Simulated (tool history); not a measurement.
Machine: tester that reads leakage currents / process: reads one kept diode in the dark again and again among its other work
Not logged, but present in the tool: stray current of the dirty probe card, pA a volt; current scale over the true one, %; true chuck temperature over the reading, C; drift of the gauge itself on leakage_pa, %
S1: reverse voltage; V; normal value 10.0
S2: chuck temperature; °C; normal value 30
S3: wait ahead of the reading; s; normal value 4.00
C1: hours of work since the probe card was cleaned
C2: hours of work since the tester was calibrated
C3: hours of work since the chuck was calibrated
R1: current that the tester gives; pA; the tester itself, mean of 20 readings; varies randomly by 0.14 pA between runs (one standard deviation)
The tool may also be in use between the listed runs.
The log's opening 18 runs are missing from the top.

{"run": 19, "hour": 476.1, "S1": 10.0, "S2": 30, "S3": 4.0, "C1": 1481, "C2": 776, "C3": 1083, "R1": 52.78}
{"run": 20, "hour": 512.5, "S1": 2.6, "S2": 30, "S3": 4.0, "C1": 1496, "C2": 790, "C3": 1098, "R1": 26.9}
{"run": 21, "hour": 543.7, "S1": 2.6, "S2": 30, "S3": 4.0, "C1": 1508, "C2": 803, "C3": 1110, "R1": 27.19}
{"run": 22, "hour": 566.3, "S1": 15.8, "S2": 55, "S3": 4.0, "C1": 1517, "C2": 812, "C3": 1119, "R1": 298.56}
{"run": 23, "hour": 595.0, "S1": 10.0, "S2": 37, "S3": 0.68, "C1": 1529, "C2": 824, "C3": 1131, "R1": 80.82}
{"run": 24, "hour": 616.8, "S1": 10.0, "S2": 37, "S3": 0.68, "C1": 1538, "C2": 832, "C3": 1140, "R1": 81.18}
{"run": 25, "hour": 644.0, "S1": 2.7, "S2": 30, "S3": 0.75, "C1": 1549, "C2": 843, "C3": 1151, "R1": 27.62}
{"run": 26, "hour": 673.3, "S1": 2.7, "S2": 29, "S3": 0.34, "C1": 1561, "C2": 855, "C3": 1162, "R1": 26.06}
{"run": 27, "hour": 704.3, "S1": 6.7, "S2": 30, "S3": 6.14, "C1": 1573, "C2": 868, "C3": 1175, "R1": 42.99}
{"run": 28, "hour": 732.3, "S1": 1.2, "S2": 30, "S3": 0.42, "C1": 1584, "C2": 879, "C3": 1186, "R1": 19.17}
{"run": 29, "hour": 752.5, "S1": 4.2, "S2": 55, "S3": 5.57, "C1": 1592, "C2": 887, "C3": 1194, "R1": 169.77}
{"run": 30, "hour": 776.1, "S1": 4.2, "S2": 55, "S3": 5.57, "C1": 1602, "C2": 896, "C3": 1204, "R1": 169.54}
{"run": 31, "hour": 806.1, "S1": 10.1, "S2": 30, "S3": 1.01, "C1": 1614, "C2": 908, "C3": 1216, "R1": 54.42}
{"run": 32, "hour": 828.7, "S1": 10.1, "S2": 30, "S3": 1.01, "C1": 1623, "C2": 918, "C3": 1225, "R1": 54.11}
{"run": 33, "hour": 847.7, "S1": 10.1, "S2": 30, "S3": 1.01, "C1": 1631, "C2": 925, "C3": 1232, "R1": 54.04}
{"run": 34, "hour": 866.3, "S1": 1.7, "S2": 25, "S3": 3.65, "C1": 1638, "C2": 933, "C3": 1240, "R1": 15.84}
{"run": 35, "hour": 881.6, "S1": 1.7, "S2": 37, "S3": 1.12, "C1": 1644, "C2": 939, "C3": 1246, "R1": 35.94}
{"run": 36, "hour": 915.5, "S1": 1.7, "S2": 37, "S3": 1.12, "C1": 1658, "C2": 952, "C3": 1260, "R1": 35.79}
{"run": 37, "hour": 939.6, "S1": 1.4, "S2": 38, "S3": 7.24, "C1": 1668, "C2": 962, "C3": 1269, "R1": 35.04}
{"run": 38, "hour": 961.4, "S1": 1.1, "S2": 22, "S3": 5.03, "C1": 1676, "C2": 971, "C3": 1278, "R1": 10.5}
{"run": 39, "hour": 985.7, "S1": 1.1, "S2": 22, "S3": 5.03, "C1": 1686, "C2": 981, "C3": 1288, "R1": 10.45}

Each row is a separate what-if for the run after 39, all from the same tool condition, not one after another. Results?
{"run": "A", "hour": 1005.5, "S1": 2.8, "S2": 25, "S3": 4.0, "C1": 1694, "C2": 989, "C3": 1296, "R1": "?"}
{"run": "B", "hour": 1005.5, "S1": 1.1, "S2": 22, "S3": 8.0, "C1": 1694, "C2": 989, "C3": 1296, "R1": "?"}
{"run": "C", "hour": 1005.5, "S1": 1.1, "S2": 22, "S3": 0.31, "C1": 1694, "C2": 989, "C3": 1296, "R1": "?"}
{"run": "D", "hour": 1005.5, "S1": 15.9, "S2": 24, "S3": 8.65, "C1": 1694, "C2": 989, "C3": 1296, "R1": "?"}
{"run": "E", "hour": 1005.5, "S1": 10.0, "S2": 20, "S3": 5.15, "C1": 1694, "C2": 989, "C3": 1296, "R1": "?"}

run=A R1=20.30
run=B R1=10.45
run=C R1=10.66
run=D R1=52.28
run=E R1=32.10
With no hidden state in the tool, these same runs would have given:
run=A R1=17.41
run=B R1=9.43
run=C R1=9.65
run=D R1=32.64
run=E R1=19.78
